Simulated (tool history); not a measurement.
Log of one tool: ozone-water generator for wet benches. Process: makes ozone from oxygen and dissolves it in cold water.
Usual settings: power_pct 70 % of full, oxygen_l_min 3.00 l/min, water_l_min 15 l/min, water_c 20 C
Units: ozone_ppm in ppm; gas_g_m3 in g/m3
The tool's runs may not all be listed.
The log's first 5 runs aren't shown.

run,day,power_pct,oxygen_l_min,water_l_min,water_c,ozone_ppm,gas_g_m3
6,24.875,70,3.00,15,20,12.6,123.8
7,31.362,70,3.00,15,25,11.7,122.7
8,39.392,70,3.00,15,25,11.6,122.9
9,45.596,70,3.00,15,25,11.6,122.3
10,53.296,70,3.00,15,25,11.5,119.3
11,57.750,70,3.00,15,25,11.2,120.9
12,64.700,70,1.75,15,20,9.8,142.7
13,72.642,70,1.75,15,20,9.6,139.3
14,77.629,70,1.75,15,20,9.6,139.9
15,83.812,70,1.75,15,20,9.5,137.8
16,92.146,70,1.75,15,20,9.4,137.1
17,96.279,70,3.18,19,20,9.7,113.2
18,104.833,68,4.46,19,26,9.4,99.8

Forecast run 19:
19,112.579,72,3.50,13,14,?,?

ozone_ppm: 14.3 ppm
gas_g_m3: 111.4 g/m3
Without the tool's hidden state the same run would have given ozone_ppm 19.8 ppm, gas_g_m3 146.6 g/m3.

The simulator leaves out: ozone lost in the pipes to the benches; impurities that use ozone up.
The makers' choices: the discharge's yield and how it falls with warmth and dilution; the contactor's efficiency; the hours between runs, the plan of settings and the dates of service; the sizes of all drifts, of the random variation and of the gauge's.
